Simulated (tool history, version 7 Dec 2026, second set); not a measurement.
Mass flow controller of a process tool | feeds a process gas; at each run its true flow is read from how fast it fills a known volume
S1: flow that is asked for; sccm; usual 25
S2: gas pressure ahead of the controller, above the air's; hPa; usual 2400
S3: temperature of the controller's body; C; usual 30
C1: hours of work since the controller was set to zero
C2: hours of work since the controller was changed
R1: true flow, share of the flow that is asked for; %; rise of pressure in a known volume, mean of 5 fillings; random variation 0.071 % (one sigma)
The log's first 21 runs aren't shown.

run    hour  S1    S2  S3    C1    C2      R1
 22  1756.4  25  1650  30  2384  2384  100.63
 23  1862.4  49  2400  32  2427  2427  101.06
 24  1923.7   7  1700  36  2453  2453  100.91
 25  1998.1  25  1720  30  2483  2483  100.52
 26  2112.8  15  2020  22  2530  2530   99.54
 27  2191.8   6  2400  28  2563  2563   99.87
 28  2304.9  25  1530  30  2609  2609  100.86
 29  2371.1   5  2400  22  2636  2636   99.27
 30  2459.3   7  2340  21  2672  2672   99.30
 31  2519.6  12  2400  30  2697  2697  100.27
 32  2625.2  12  2400  30  2741  2741  100.23
 33  2697.3  21  1460  30  2770  2770  100.78
 34  2755.6  21  1460  30  2794  2794  100.93
 35  2854.2  10  2400  30  2835  2835  100.36
 36  2933.5  43  1600  25  2867  2867  100.73

4 ways to go on from here, each from the tool as it stands after run 36. What would each give?
  A  3028.1  18  2400  24  2906  2906   ?
  B  3028.1  31  1600  37  2906  2906   ?
  C  3028.1  36  1630  38  2906  2906   ?
  D  3028.1  13  1450  20  2906  2906   ?

run      R1
  A   99.94
  B  101.75
  C  101.99
  D   99.76
Without the tool's hidden state the same runs would have given:
run      R1
  A   99.09
  B  100.90
  C  101.14
  D   98.92
